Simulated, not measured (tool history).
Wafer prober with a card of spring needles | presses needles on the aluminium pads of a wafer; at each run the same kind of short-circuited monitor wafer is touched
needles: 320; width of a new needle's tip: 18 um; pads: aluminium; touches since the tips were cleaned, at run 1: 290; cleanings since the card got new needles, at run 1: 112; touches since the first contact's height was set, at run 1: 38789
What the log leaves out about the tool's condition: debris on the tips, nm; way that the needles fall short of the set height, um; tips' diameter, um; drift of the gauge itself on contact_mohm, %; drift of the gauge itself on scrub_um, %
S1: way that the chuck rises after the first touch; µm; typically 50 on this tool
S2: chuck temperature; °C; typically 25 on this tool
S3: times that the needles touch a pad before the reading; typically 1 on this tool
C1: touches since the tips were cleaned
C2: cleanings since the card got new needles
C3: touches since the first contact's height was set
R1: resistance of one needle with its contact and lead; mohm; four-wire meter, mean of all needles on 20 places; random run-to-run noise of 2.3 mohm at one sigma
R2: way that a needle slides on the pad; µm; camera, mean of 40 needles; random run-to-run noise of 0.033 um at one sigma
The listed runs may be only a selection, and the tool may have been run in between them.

{"run": 1, "hour": 0.0, "S1": 50, "S2": 25, "S3": 1, "C1": 290, "C2": 112, "C3": 38789, "R1": 300, "R2": 10.74}
{"hour": 7.9, "done": "tips cleaned on abrasive film"}
{"hour": 15.8, "done": "tips cleaned on abrasive film"}
{"hour": 23.7, "done": "tips cleaned on abrasive film"}
{"run": 2, "hour": 29.7, "S1": 50, "S2": 25, "S3": 1, "C1": 2087, "C2": 115, "C3": 48981, "R1": 423, "R2": 10.62}
{"hour": 31.7, "done": "tips cleaned on abrasive film"}
{"hour": 41.6, "done": "tips cleaned on abrasive film"}
{"hour": 49.5, "done": "tips cleaned on abrasive film"}
{"run": 3, "hour": 52.1, "S1": 50, "S2": 25, "S3": 1, "C1": 927, "C2": 118, "C3": 56661, "R1": 368, "R2": 10.55}
{"hour": 58.1, "done": "tips cleaned on abrasive film"}
{"hour": 67.9, "done": "tips cleaned on abrasive film"}
{"hour": 68.2, "done": "height of the first contact set anew"}
{"hour": 76.1, "done": "tips cleaned on abrasive film"}
{"hour": 85.9, "done": "tips cleaned on abrasive film"}
{"hour": 93.8, "done": "tips cleaned on abrasive film"}
{"run": 4, "hour": 96.0, "S1": 50, "S2": 25, "S3": 1, "C1": 738, "C2": 123, "C3": 9518, "R1": 350, "R2": 10.9}
{"hour": 101.9, "done": "tips cleaned on abrasive film"}
{"hour": 111.7, "done": "tips cleaned on abrasive film"}
{"hour": 119.6, "done": "tips cleaned on abrasive film"}
{"run": 5, "hour": 124.1, "S1": 50, "S2": 25, "S3": 1, "C1": 1559, "C2": 126, "C3": 19180, "R1": 384, "R2": 10.89}
{"hour": 128.1, "done": "tips cleaned on abrasive film"}
{"hour": 136.0, "done": "tips cleaned on abrasive film"}
{"hour": 143.9, "done": "tips cleaned on abrasive film"}
{"hour": 151.8, "done": "tips cleaned on abrasive film, once more"}
{"run": 6, "hour": 151.9, "S1": 50, "S2": 25, "S3": 1, "C1": 56, "C2": 130, "C3": 28692, "R1": 274, "R2": 10.77}
{"hour": 159.8, "done": "tips cleaned on abrasive film"}
{"hour": 169.7, "done": "tips cleaned on abrasive film"}
{"run": 7, "hour": 177.1, "S1": 69, "S2": 25, "S3": 1, "C1": 2566, "C2": 132, "C3": 37333, "R1": 354, "R2": 14.94}
{"hour": 179.1, "done": "tips cleaned on abrasive film"}
{"hour": 187.0, "done": "tips cleaned on abrasive film"}
{"hour": 196.8, "done": "tips cleaned on abrasive film"}
{"hour": 204.7, "done": "tips cleaned on abrasive film"}
{"hour": 214.6, "done": "tips cleaned on abrasive film"}
{"run": 8, "hour": 222.2, "S1": 69, "S2": 25, "S3": 1, "C1": 2658, "C2": 137, "C3": 52823, "R1": 365, "R2": 14.87}
{"hour": 224.3, "done": "tips cleaned on abrasive film"}
{"hour": 234.1, "done": "tips cleaned on abrasive film"}
{"hour": 243.9, "done": "tips cleaned on abrasive film"}
{"hour": 248.1, "done": "height of the first contact set anew"}
{"hour": 253.9, "done": "tips cleaned on abrasive film"}
{"run": 9, "hour": 253.9, "S1": 50, "S2": 25, "S3": 2, "C1": 0, "C2": 141, "C3": 1955, "R1": 268, "R2": 10.94}
{"hour": 263.7, "done": "tips cleaned on abrasive film"}
{"hour": 273.5, "done": "tips cleaned on abrasive film"}
{"hour": 283.4, "done": "tips cleaned on abrasive film"}
{"run": 10, "hour": 289.7, "S1": 50, "S2": 25, "S3": 1, "C1": 2189, "C2": 144, "C3": 14275, "R1": 434, "R2": 10.94}
{"hour": 291.8, "done": "tips cleaned on abrasive film"}
{"hour": 301.6, "done": "tips cleaned on abrasive film"}
{"hour": 311.4, "done": "tips cleaned on abrasive film"}
{"hour": 319.3, "done": "tips cleaned on abrasive film"}
{"hour": 329.2, "done": "tips cleaned on abrasive film"}
{"run": 11, "hour": 330.9, "S1": 50, "S2": 78, "S3": 1, "C1": 624, "C2": 149, "C3": 28408, "R1": 350, "R2": 10.86}
{"hour": 338.8, "done": "tips cleaned on abrasive film"}
{"hour": 346.7, "done": "tips cleaned on abrasive film"}
{"hour": 356.3, "done": "tips cleaned on abrasive film"}
{"run": 12, "hour": 356.3, "S1": 50, "S2": 25, "S3": 1, "C1": 0, "C2": 152, "C3": 37081, "R1": 287, "R2": 10.78}
{"hour": 364.1, "done": "tips cleaned on abrasive film"}
{"hour": 374.0, "done": "tips cleaned on abrasive film"}
{"hour": 381.9, "done": "tips cleaned on abrasive film"}
{"hour": 391.7, "done": "tips cleaned on abrasive film"}
{"hour": 401.5, "done": "tips cleaned on abrasive film"}
{"run": 13, "hour": 404.0, "S1": 50, "S2": 25, "S3": 1, "C1": 844, "C2": 157, "C3": 53459, "R1": 350, "R2": 10.75}
{"hour": 409.9, "done": "tips cleaned on abrasive film"}
{"hour": 417.8, "done": "tips cleaned on abrasive film"}
{"hour": 427.7, "done": "tips cleaned on abrasive film"}
{"hour": 428.0, "done": "height of the first contact set anew"}
{"run": 14, "hour": 432.1, "S1": 62, "S2": 113, "S3": 3, "C1": 1428, "C2": 160, "C3": 1428, "R1": 315, "R2": 13.57}
{"hour": 436.1, "done": "tips cleaned on abrasive film"}
{"hour": 444.0, "done": "tips cleaned on abrasive film"}
{"hour": 453.8, "done": "tips cleaned on abrasive film"}
{"hour": 461.7, "done": "tips cleaned on abrasive film"}
{"hour": 469.6, "done": "tips cleaned on abrasive film"}
{"run": 15, "hour": 472.2, "S1": 32, "S2": 60, "S3": 3, "C1": 917, "C2": 165, "C3": 15179, "R1": 362, "R2": 6.97}
{"hour": 478.2, "done": "tips cleaned on abrasive film"}
{"hour": 488.0, "done": "tips cleaned on abrasive film"}
{"hour": 497.8, "done": "tips cleaned on abrasive film"}
{"hour": 505.7, "done": "tips cleaned on abrasive film"}
{"run": 16, "hour": 506.4, "S1": 32, "S2": 60, "S3": 3, "C1": 243, "C2": 169, "C3": 26906, "R1": 318, "R2": 6.89}
{"hour": 514.3, "done": "tips cleaned on abrasive film"}
{"hour": 522.2, "done": "tips cleaned on abrasive film"}
{"hour": 532.0, "done": "tips cleaned on abrasive film"}
{"hour": 541.9, "done": "tips cleaned on abrasive film"}
{"hour": 549.8, "done": "tips cleaned on abrasive film"}
{"run": 17, "hour": 555.4, "S1": 32, "S2": 60, "S3": 3, "C1": 1967, "C2": 174, "C3": 43732, "R1": 424, "R2": 6.77}
{"hour": 559.4, "done": "tips cleaned on abrasive film"}
{"hour": 569.3, "done": "tips cleaned on abrasive film"}
{"hour": 579.1, "done": "tips cleaned on abrasive film"}
{"hour": 589.0, "done": "tips cleaned on abrasive film"}
{"hour": 596.8, "done": "tips cleaned on abrasive film"}
{"run": 18, "hour": 596.9, "S1": 32, "S2": 60, "S3": 3, "C1": 12, "C2": 179, "C3": 57928, "R1": 300, "R2": 6.76}
{"hour": 606.7, "done": "tips cleaned on abrasive film"}
{"hour": 608.9, "done": "height of the first contact set anew"}
{"hour": 616.8, "done": "tips cleaned on abrasive film"}
{"hour": 626.6, "done": "tips cleaned on abrasive film"}
{"hour": 634.5, "done": "tips cleaned on abrasive film"}
{"hour": 642.4, "done": "tips cleaned on abrasive film"}
{"run": 19, "hour": 643.2, "S1": 32, "S2": 36, "S3": 2, "C1": 273, "C2": 184, "C3": 11756, "R1": 337, "R2": 6.94}
{"hour": 651.1, "done": "tips cleaned on abrasive film"}
{"hour": 659.0, "done": "tips cleaned on abrasive film"}
{"hour": 666.9, "done": "tips cleaned on abrasive film"}
{"run": 20, "hour": 667.1, "S1": 50, "S2": 56, "S3": 2, "C1": 92, "C2": 187, "C3": 19954, "R1": 284, "R2": 10.87}
{"hour": 675.0, "done": "tips cleaned on abrasive film"}
{"hour": 684.9, "done": "tips cleaned on abrasive film"}
{"hour": 692.8, "done": "tips cleaned on abrasive film"}
{"hour": 702.6, "done": "tips cleaned on abrasive film"}
{"run": 21, "hour": 708.9, "S1": 50, "S2": 56, "S3": 2, "C1": 2198, "C2": 191, "C3": 34309, "R1": 390, "R2": 10.78}
{"hour": 711.0, "done": "tips cleaned on abrasive film"}
{"hour": 720.8, "done": "tips cleaned on abrasive film"}
{"hour": 730.7, "done": "tips cleaned on abrasive film"}
{"hour": 738.5, "done": "tips cleaned on abrasive film"}
{"hour": 748.4, "done": "tips cleaned on abrasive film"}
{"run": 22, "hour": 752.8, "S1": 64, "S2": 25, "S3": 1, "C1": 1541, "C2": 196, "C3": 49358, "R1": 358, "R2": 13.78}
{"hour": 756.8, "done": "tips cleaned on abrasive film"}
{"hour": 766.7, "done": "tips cleaned on abrasive film"}
{"hour": 776.5, "done": "tips cleaned on abrasive film"}
{"hour": 786.3, "done": "tips cleaned on abrasive film"}
{"hour": 790.5, "done": "height of the first contact set anew"}
{"run": 23, "hour": 792.2, "S1": 64, "S2": 25, "S3": 1, "C1": 1921, "C2": 200, "C3": 570, "R1": 354, "R2": 14.01}
{"hour": 796.2, "done": "tips cleaned on abrasive film"}
{"hour": 804.1, "done": "tips cleaned on abrasive film"}
{"hour": 813.9, "done": "tips cleaned on abrasive film"}
{"hour": 823.7, "done": "tips cleaned on abrasive film"}
{"hour": 831.6, "done": "tips cleaned on abrasive film"}
{"hour": 840.7, "done": "tips cleaned on abrasive film"}
{"run": 24, "hour": 840.7, "S1": 41, "S2": 25, "S3": 2, "C1": 0, "C2": 206, "C3": 17175, "R1": 277, "R2": 8.88}
{"hour": 848.5, "done": "tips cleaned on abrasive film"}
{"hour": 858.4, "done": "tips cleaned on abrasive film"}
{"run": 25, "hour": 862.9, "S1": 45, "S2": 50, "S3": 1, "C1": 1577, "C2": 208, "C3": 24831, "R1": 475, "R2": 9.72}
{"hour": 866.9, "done": "tips cleaned on abrasive film"}
{"hour": 874.8, "done": "tips cleaned on abrasive film"}
{"hour": 884.6, "done": "tips cleaned on abrasive film"}
{"hour": 892.5, "done": "tips cleaned on abrasive film"}
{"hour": 902.4, "done": "tips cleaned on abrasive film"}
{"hour": 910.3, "done": "tips cleaned on abrasive film"}
{"run": 26, "hour": 911.5, "S1": 63, "S2": 73, "S3": 1, "C1": 419, "C2": 214, "C3": 41459, "R1": 308, "R2": 13.57}

Below, some changes in R1 between adjacent runs. For each, the amount present without the hidden state too (settings, incoming material, random variation) and the amount remaining for the hidden state with gauge scatter not shared by both compared results:
Run 24 -> 25: S1 41 -> 45, S2 25 -> 50, S3 2 -> 1, tips cleaned on abrasive film, tips cleaned on abrasive film. R1 +198 mohm: hidden state +195, all else +3.
Run 25 -> 26: S1 45 -> 63, S2 50 -> 73, tips cleaned on abrasive film, tips cleaned on abrasive film, tips cleaned on abrasive film, tips cleaned on abrasive film, tips cleaned on abrasive film, tips cleaned on abrasive film. R1 -167 mohm: hidden state -167, all else +0.
